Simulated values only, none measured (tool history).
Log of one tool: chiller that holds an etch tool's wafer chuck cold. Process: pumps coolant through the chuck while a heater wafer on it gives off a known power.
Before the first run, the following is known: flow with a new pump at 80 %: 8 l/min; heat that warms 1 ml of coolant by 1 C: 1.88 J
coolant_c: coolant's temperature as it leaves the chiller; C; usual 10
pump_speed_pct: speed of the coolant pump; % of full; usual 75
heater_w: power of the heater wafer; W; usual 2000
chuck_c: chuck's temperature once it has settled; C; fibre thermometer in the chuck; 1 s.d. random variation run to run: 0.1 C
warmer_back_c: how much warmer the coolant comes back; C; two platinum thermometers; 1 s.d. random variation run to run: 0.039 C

run    hour  coolant_c  pump_speed_pct  heater_w  chuck_c  warmer_back_c
  1     0.0         10              75      2000     27.6           8.47
  2   197.3         10              75      2000     27.4           8.53
  3   322.4         10              75      2000     27.5           8.50
  4   437.7         10              75      2000     27.5           8.59
  5   619.0         10              75      2000     27.7           8.54
  6   802.2          9              72      1080     18.8           4.78
  7   903.1         15              86      1824     29.0           6.85
  8  1010.8         20              78      1183     30.1           4.85
     1041.2  -- coolant changed, channels flushed
  9  1169.8         20              78      1183     30.0           4.87
 10  1272.7         10              61      2000     31.1          10.61

Here are 5 independent what-if runs from the current tool condition. What would each one return?
  A  1438.6         10              74      2000        ?              ?
  B  1438.6         12              78      2718        ?              ?
  C  1438.6         10              75      1753        ?              ?
  D  1438.6          9              75      1860        ?              ?
  E  1438.6          6              93      1169        ?              ?

run  chuck_c  warmer_back_c
  A     27.8           8.66
  B     34.8          11.16
  C     25.5           7.55
  D     25.2           7.99
  E     14.3           4.00
Had the tool no hidden state, the same runs would have come out as:
run  chuck_c  warmer_back_c
  A     27.8           8.66
  B     34.8          11.15
  C     25.5           7.55
  D     25.2           7.99
  E     14.3           4.00
